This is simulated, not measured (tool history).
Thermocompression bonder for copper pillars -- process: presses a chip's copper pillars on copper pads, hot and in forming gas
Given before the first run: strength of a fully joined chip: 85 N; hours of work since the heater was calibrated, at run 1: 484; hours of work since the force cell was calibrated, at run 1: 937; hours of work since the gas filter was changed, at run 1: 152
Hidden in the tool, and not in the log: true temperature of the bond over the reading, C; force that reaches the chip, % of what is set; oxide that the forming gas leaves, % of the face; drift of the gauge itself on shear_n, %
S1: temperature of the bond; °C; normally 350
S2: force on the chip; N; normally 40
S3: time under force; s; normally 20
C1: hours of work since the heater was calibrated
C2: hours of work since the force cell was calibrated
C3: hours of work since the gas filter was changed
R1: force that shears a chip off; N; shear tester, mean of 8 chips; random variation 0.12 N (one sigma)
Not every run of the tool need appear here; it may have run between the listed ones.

{"run": 1, "hour": 0.0, "S1": 350, "S2": 40, "S3": 20, "C1": 484, "C2": 937, "C3": 152, "R1": 50.7}
{"run": 2, "hour": 16.0, "S1": 350, "S2": 40, "S3": 20, "C1": 496, "C2": 949, "C3": 163, "R1": 50.8}
{"run": 3, "hour": 34.5, "S1": 350, "S2": 33, "S3": 20, "C1": 509, "C2": 962, "C3": 176, "R1": 46.5}
{"run": 4, "hour": 55.0, "S1": 350, "S2": 33, "S3": 20, "C1": 523, "C2": 976, "C3": 191, "R1": 46.4}
{"run": 5, "hour": 80.6, "S1": 350, "S2": 31, "S3": 20, "C1": 542, "C2": 995, "C3": 209, "R1": 44.8}
{"run": 6, "hour": 117.9, "S1": 350, "S2": 31, "S3": 20, "C1": 568, "C2": 1021, "C3": 236, "R1": 45.2}
{"run": 7, "hour": 147.3, "S1": 323, "S2": 31, "S3": 20, "C1": 589, "C2": 1042, "C3": 256, "R1": 35.4}
{"hour": 173.6, "done": "forming gas filter changed"}
{"run": 8, "hour": 178.8, "S1": 323, "S2": 31, "S3": 20, "C1": 611, "C2": 1064, "C3": 4, "R1": 36.8}
{"run": 9, "hour": 206.8, "S1": 350, "S2": 40, "S3": 20, "C1": 631, "C2": 1084, "C3": 24, "R1": 52.0}
{"run": 10, "hour": 225.0, "S1": 350, "S2": 40, "S3": 20, "C1": 644, "C2": 1097, "C3": 36, "R1": 52.2}
{"run": 11, "hour": 257.1, "S1": 350, "S2": 40, "S3": 20, "C1": 666, "C2": 1119, "C3": 59, "R1": 52.1}
{"run": 12, "hour": 289.8, "S1": 350, "S2": 40, "S3": 60, "C1": 690, "C2": 1143, "C3": 82, "R1": 68.0}
{"run": 13, "hour": 323.5, "S1": 350, "S2": 40, "S3": 60, "C1": 714, "C2": 1166, "C3": 106, "R1": 67.9}
{"run": 14, "hour": 351.4, "S1": 350, "S2": 40, "S3": 60, "C1": 733, "C2": 1186, "C3": 126, "R1": 67.7}
{"run": 15, "hour": 368.0, "S1": 350, "S2": 40, "S3": 15, "C1": 745, "C2": 1198, "C3": 138, "R1": 47.5}
{"hour": 388.8, "done": "force cell calibrated"}
{"run": 16, "hour": 394.7, "S1": 350, "S2": 40, "S3": 15, "C1": 763, "C2": 4, "C3": 156, "R1": 47.4}
{"run": 17, "hour": 413.0, "S1": 350, "S2": 40, "S3": 15, "C1": 776, "C2": 17, "C3": 169, "R1": 47.6}
{"run": 18, "hour": 437.1, "S1": 350, "S2": 40, "S3": 15, "C1": 793, "C2": 34, "C3": 186, "R1": 47.5}
{"run": 19, "hour": 467.8, "S1": 350, "S2": 40, "S3": 15, "C1": 815, "C2": 56, "C3": 208, "R1": 47.7}
{"hour": 494.6, "done": "heater calibrated with a thermocouple chip"}
{"run": 20, "hour": 494.6, "S1": 350, "S2": 31, "S3": 20, "C1": 0, "C2": 74, "C3": 225, "R1": 44.3}
{"run": 21, "hour": 514.6, "S1": 355, "S2": 60, "S3": 20, "C1": 14, "C2": 88, "C3": 239, "R1": 60.7}
{"run": 22, "hour": 540.3, "S1": 355, "S2": 60, "S3": 20, "C1": 32, "C2": 106, "C3": 258, "R1": 60.2}
{"hour": 567.0, "done": "force cell calibrated, once more"}
{"hour": 567.5, "done": "forming gas filter changed"}
{"run": 23, "hour": 578.4, "S1": 346, "S2": 34, "S3": 20, "C1": 58, "C2": 8, "C3": 8, "R1": 43.9}
{"run": 24, "hour": 610.2, "S1": 350, "S2": 44, "S3": 22, "C1": 81, "C2": 30, "C3": 30, "R1": 52.8}
{"run": 25, "hour": 635.0, "S1": 350, "S2": 51, "S3": 24, "C1": 98, "C2": 48, "C3": 48, "R1": 57.2}
{"run": 26, "hour": 660.1, "S1": 339, "S2": 51, "S3": 45, "C1": 116, "C2": 66, "C3": 66, "R1": 62.7}
{"run": 27, "hour": 696.7, "S1": 339, "S2": 51, "S3": 45, "C1": 142, "C2": 92, "C3": 92, "R1": 62.3}
{"run": 28, "hour": 734.0, "S1": 339, "S2": 51, "S3": 45, "C1": 168, "C2": 118, "C3": 118, "R1": 62.3}
{"run": 29, "hour": 751.1, "S1": 339, "S2": 51, "S3": 45, "C1": 180, "C2": 130, "C3": 130, "R1": 62.1}
{"run": 30, "hour": 782.1, "S1": 376, "S2": 26, "S3": 46, "C1": 202, "C2": 152, "C3": 152, "R1": 60.9}
{"run": 31, "hour": 806.2, "S1": 350, "S2": 58, "S3": 13, "C1": 219, "C2": 169, "C3": 169, "R1": 50.8}
{"run": 32, "hour": 845.4, "S1": 323, "S2": 26, "S3": 20, "C1": 247, "C2": 197, "C3": 197, "R1": 30.8}
{"run": 33, "hour": 865.3, "S1": 355, "S2": 48, "S3": 23, "C1": 261, "C2": 211, "C3": 211, "R1": 56.7}
{"run": 34, "hour": 897.2, "S1": 355, "S2": 34, "S3": 18, "C1": 284, "C2": 234, "C3": 234, "R1": 45.8}
{"run": 35, "hour": 913.9, "S1": 355, "S2": 34, "S3": 18, "C1": 296, "C2": 246, "C3": 246, "R1": 45.5}
{"run": 36, "hour": 952.4, "S1": 346, "S2": 37, "S3": 18, "C1": 323, "C2": 273, "C3": 273, "R1": 44.1}
{"hour": 955.8, "done": "forming gas filter changed"}
{"run": 37, "hour": 983.7, "S1": 350, "S2": 40, "S3": 18, "C1": 345, "C2": 295, "C3": 20, "R1": 48.4}
{"run": 38, "hour": 1015.6, "S1": 360, "S2": 49, "S3": 16, "C1": 368, "C2": 317, "C3": 42, "R1": 54.7}
{"run": 39, "hour": 1045.1, "S1": 360, "S2": 49, "S3": 16, "C1": 389, "C2": 338, "C3": 63, "R1": 54.9}

How would selected steps in R1 from run to run divide? Give the signed amount a tool lacking its hidden state would still show from settings, what came in and random variation, and the signed amount left for the hidden state, including any gauge scatter that is not in both of the compared results.
Run 7 -> 8: forming gas filter changed. R1 +1.4 N: hidden state +1.0, all else +0.4.
Run 14 -> 15: S3 60 -> 15. R1 -20.2 N: hidden state +0.6, all else -20.8.
Run 19 -> 20: S2 40 -> 31, S3 15 -> 20, heater calibrated with a thermocouple chip. R1 -3.4 N: hidden state -1.9, all else -1.5.
Run 31 -> 32: S1 350 -> 323, S2 58 -> 26, S3 13 -> 20. R1 -20.0 N: hidden state +0.1, all else -20.1.
Run 32 -> 33: S1 323 -> 355, S2 26 -> 48, S3 20 -> 23. R1 +25.9 N: hidden state -0.3, all else +26.2.
Run 36 -> 37: S1 346 -> 350, S2 37 -> 40, forming gas filter changed. R1 +4.3 N: hidden state +1.1, all else +3.2.
